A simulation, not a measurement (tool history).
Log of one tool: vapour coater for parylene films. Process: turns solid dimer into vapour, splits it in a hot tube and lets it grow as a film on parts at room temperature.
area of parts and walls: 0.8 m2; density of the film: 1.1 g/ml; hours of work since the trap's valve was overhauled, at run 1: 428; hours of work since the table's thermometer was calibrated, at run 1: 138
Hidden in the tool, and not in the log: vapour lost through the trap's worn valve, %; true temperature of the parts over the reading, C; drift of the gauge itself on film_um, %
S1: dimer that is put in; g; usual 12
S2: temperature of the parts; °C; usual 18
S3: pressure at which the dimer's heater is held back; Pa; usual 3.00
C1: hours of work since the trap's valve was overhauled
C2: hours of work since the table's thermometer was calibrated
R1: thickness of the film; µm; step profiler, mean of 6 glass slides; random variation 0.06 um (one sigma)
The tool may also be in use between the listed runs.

run   hour  S1  S2     S3   C1   C2     R1
  1    0.0  12  18   3.00  428  138   8.93
  2   17.4  12  18   3.00  435  145   8.83
  3   31.6  12  18   3.00  441  151   8.80
  4   48.1  12  18   3.00  448  158   8.80
  5   69.1  12  18   3.00  456  166   8.71
  6   79.9  12  18   3.00  461  171   8.77
  7  101.6  12  18   3.00  469  179   8.73
  8  122.0  12  18   3.00  478  188   8.73
  9  142.4  12  13   3.00  486  196   9.84
 10  161.1  14  18   3.00  494  204  10.09
 11  178.7  14  18   3.00  501  211  10.06
 12  192.7  14  18   3.00  507  217  10.16
 13  205.9  14  18   3.00  512  222  10.14
 14  219.1  12  18   3.00  518  228   8.67
 15  237.7  12  18   3.00  525  235   8.63
 16  251.1  12  18   3.00  531  241   8.57
 17  263.6  12  18   3.00  536  246   8.53
 18  272.7  12  18   3.00  540  250   8.55
 19  289.4  10  10   3.63  546  256   8.72
 20  306.7  10  10   3.63  553  263   8.69
 21  320.0  10  10   3.63  559  269   8.66
 22  335.9  17  22   5.90  565  275  10.32
 23  356.1  21  18   3.00  574  284  14.88
 24  375.0  12  18  10.73  581  291   7.62
 25  392.3  13  18   3.00  589  298   9.22
 26  407.0   6  18   3.00  595  305   4.21
 27  418.9   8  12   2.15  599  309   6.83
 28  429.7   8  12   2.15  604  314   6.79
 29  442.6   8  23   2.15  609  319   4.98
 30  462.4  16  16   2.74  617  327  11.97
 31  483.6  16  16   2.74  626  336  11.81

Run 32 comes next. What will it give?
 32  495.7  16  16  2.74  631  341   ?

{"run 32": {"R1": 11.93}}
Without the tool's hidden state the same run would have given R1 13.80 µm.
